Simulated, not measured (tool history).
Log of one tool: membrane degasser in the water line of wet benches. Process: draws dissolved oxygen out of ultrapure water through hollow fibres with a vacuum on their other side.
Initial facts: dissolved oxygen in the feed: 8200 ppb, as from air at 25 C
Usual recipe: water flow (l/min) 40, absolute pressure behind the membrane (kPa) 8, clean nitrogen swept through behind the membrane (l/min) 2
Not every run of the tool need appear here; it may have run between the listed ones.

run,hour,water flow (l/min),absolute pressure behind the membrane (kPa),clean nitrogen swept through behind the membrane (l/min),dissolved oxygen in the water behind the degasser (ppb),pressure that the water loses in the fibres (kPa)
1,0,40,8,2,218.6,38
2,31.6,40,8,2,220.8,37.73
3,71.3,40,8,2,220,37.74
4,113.4,40,8,2,220.6,37.97
5,175.7,40,8,2,221.5,37.7
6,214.9,40,8,2,221.8,37.76
7,285.7,40,8,3.01,158,37.77
8,318.4,40,8,3.01,157.7,37.91
9,380.8,40,8,3.01,158.1,37.76
10,432.3,40,8,3.01,157.6,37.84
11,465.9,40,8,3.01,157.9,37.43
12,518.9,40,16.27,2,559.4,38.03
13,568.5,40,16.27,2,562.6,38.17
14,638.5,40,16.27,2,563.9,37.96
15,673.3,40,16.28,2,560.7,37.73
16,741.2,40,8,3.73,132,38.07
17,804.7,34,5.15,5.21,38.6,32.11
18,856.3,34,5.15,5.21,38.4,32.14
19,899.9,36,8.09,2,204.1,34.06
20,961.9,25,8,1.46,186,23.86

Forecast run 21:
21,1024.2,26,8,1.46,?,?

dissolved oxygen in the water behind the degasser (ppb): 195.3
pressure that the water loses in the fibres (kPa): 24.7
The same run, on a tool lacking any hidden state, would have yielded dissolved oxygen in the water behind the degasser (ppb) 192.7, pressure that the water loses in the fibres (kPa) 24.54.
